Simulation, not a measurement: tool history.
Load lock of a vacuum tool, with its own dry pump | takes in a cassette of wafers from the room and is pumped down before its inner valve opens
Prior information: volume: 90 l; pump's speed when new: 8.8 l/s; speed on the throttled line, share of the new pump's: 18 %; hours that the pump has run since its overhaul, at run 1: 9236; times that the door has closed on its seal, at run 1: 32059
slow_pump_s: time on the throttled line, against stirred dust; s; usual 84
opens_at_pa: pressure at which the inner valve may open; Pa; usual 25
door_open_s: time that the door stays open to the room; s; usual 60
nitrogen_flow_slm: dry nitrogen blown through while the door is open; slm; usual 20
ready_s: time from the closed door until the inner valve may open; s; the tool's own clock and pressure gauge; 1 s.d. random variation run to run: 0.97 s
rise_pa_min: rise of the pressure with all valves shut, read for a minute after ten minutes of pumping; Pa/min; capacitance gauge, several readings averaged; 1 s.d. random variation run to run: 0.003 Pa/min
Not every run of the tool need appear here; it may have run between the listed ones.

run,day,slow_pump_s,opens_at_pa,door_open_s,nitrogen_flow_slm,hours that the pump has run since its overhaul,times that the door has closed on its seal,"incoming humidity of the room's air, %",ready_s,rise_pa_min
1,0,84,25,60,20,9236,32059,40.4,162.2,0.245
2,7.421,84,25,60,20,9415,32894,47.1,163.9,0.262
3,17.462,84,25,60,20,9656,34024,45.6,160.8,0.269
4,26.317,84,25,60,20,9868,35021,40.1,162.7,0.271
5,38.042,84,25,60,20,10149,36341,47.5,163.4,0.306
6,47.054,84,25,60,20,10366,37355,46.3,164.4,0.312
7,56.483,84,25,60,20,10592,38416,45.6,164.7,0.323
8,66.65,84,21,60,20,10836,39560,46.9,164.4,0.332
9,71.833,84,21,60,20,10960,40144,49.4,163.1,0.336
10,79.988,71,25,43,7,11156,41062,40.2,152.7,0.352
11,89.954,71,25,43,7,11395,42184,46.6,154.1,0.37
12,96.192,71,23,48,24,11545,42886,42.9,155,0.373
13,104.538,123,23,80,16,11745,43825,44.1,195.8,0.4
14,113.354,74,30,178,26,11957,44817,47.2,153.4,0.429
15,121.704,84,25,60,22,12157,45757,41.3,163.1,0.43
16,128.529,84,25,60,9,12321,46526,43.7,165.3,0.434
17,137.196,71,25,136,9,12529,47501,44.4,154.9,0.461

Branching from run 17: 3 alternative next runs. What would each branch give?
A,146.262,162,25,168,4,12747,48521,45.9,?,?
B,146.262,95,21,134,20,12747,48521,44.6,?,?
C,146.262,56,25,33,7,12747,48521,42.1,?,?

run,ready_s,rise_pa_min
A,229.1,0.508
B,173.9,0.465
C,141.3,0.459
Stripped of hidden state, with their random variation kept, the same runs would have yielded:
run,ready_s,rise_pa_min
A,220.2,0.056
B,162.9,0.023
C,129.7,0.012

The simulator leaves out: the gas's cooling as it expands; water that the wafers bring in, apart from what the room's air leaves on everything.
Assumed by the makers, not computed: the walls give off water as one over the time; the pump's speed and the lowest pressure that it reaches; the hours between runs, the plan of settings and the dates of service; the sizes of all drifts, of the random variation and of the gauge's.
